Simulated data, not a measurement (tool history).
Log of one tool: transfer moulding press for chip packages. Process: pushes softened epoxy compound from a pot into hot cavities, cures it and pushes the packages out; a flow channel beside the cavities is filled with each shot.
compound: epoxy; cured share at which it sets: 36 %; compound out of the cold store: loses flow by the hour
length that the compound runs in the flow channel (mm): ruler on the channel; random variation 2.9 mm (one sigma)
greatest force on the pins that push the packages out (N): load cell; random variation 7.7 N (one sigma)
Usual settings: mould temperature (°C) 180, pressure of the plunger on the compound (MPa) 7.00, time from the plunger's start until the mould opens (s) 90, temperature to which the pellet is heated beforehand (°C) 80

| run | hour | mould temperature (°C) | pressure of the plunger on the compound (MPa) | time from the plunger's start until the mould opens (s) | temperature to which the pellet is heated beforehand (°C) | incoming compound's hours out of the cold store | length that the compound runs in the flow channel (mm) | greatest force on the pins that push the packages out (N) |
|---|---|---|---|---|---|---|---|---|
| 1 | 0.0 | 180 | 7.00 | 90 | 80 | 14.2 | 968 | 582 |
| 2 | 5.5 | 180 | 6.17 | 90 | 80 | 18.4 | 886 | 557 |
| 3 | 10.3 | 180 | 6.30 | 90 | 80 | 13.8 | 923 | 591 |
| 4 | 15.9 | 180 | 7.00 | 90 | 71 | 19.4 | 946 | 618 |
| 5 | 20.4 | 180 | 7.00 | 116 | 80 | 34.2 | 873 | 382 |
| 6 | 24.7 | 180 | 7.00 | 90 | 80 | 10.5 | 988 | 651 |
| 7 | 31.9 | 180 | 7.00 | 90 | 80 | 24.2 | 920 | 592 |
| 8 | 36.8 | 177 | 7.00 | 90 | 80 | 25.9 | 924 | 754 |
| 9 | 42.0 | 177 | 7.00 | 90 | 80 | 34.2 | 888 | 734 |
| 10 | 50.7 | 180 | 7.00 | 90 | 90 | 21.6 | 924 | 612 |
| 11 | 57.9 | 180 | 8.67 | 90 | 80 | 40.4 | 937 | 616 |
| 12 | 62.4 | 180 | 7.00 | 90 | 80 | 10.8 | 985 | 711 |
|  | 69.6 | cavities cleaned with cleaning compound and waxed |
| 13 | 71.7 | 180 | 7.00 | 90 | 80 | 35.9 | 866 | 327 |
|  | 76.1 | plunger's sealing rings changed |
| 14 | 79.0 | 180 | 7.00 | 90 | 89 | 13.5 | 997 | 364 |

Forecast run 15:
| 15 | 83.6 | 180 | 7.00 | 90 | 89 | 43.0 | ? | ? |

length that the compound runs in the flow channel (mm): 851
greatest force on the pins that push the packages out (N): 353
Without the tool's hidden state the same run would have given length that the compound runs in the flow channel (mm) 850, greatest force on the pins that push the packages out (N) 286.
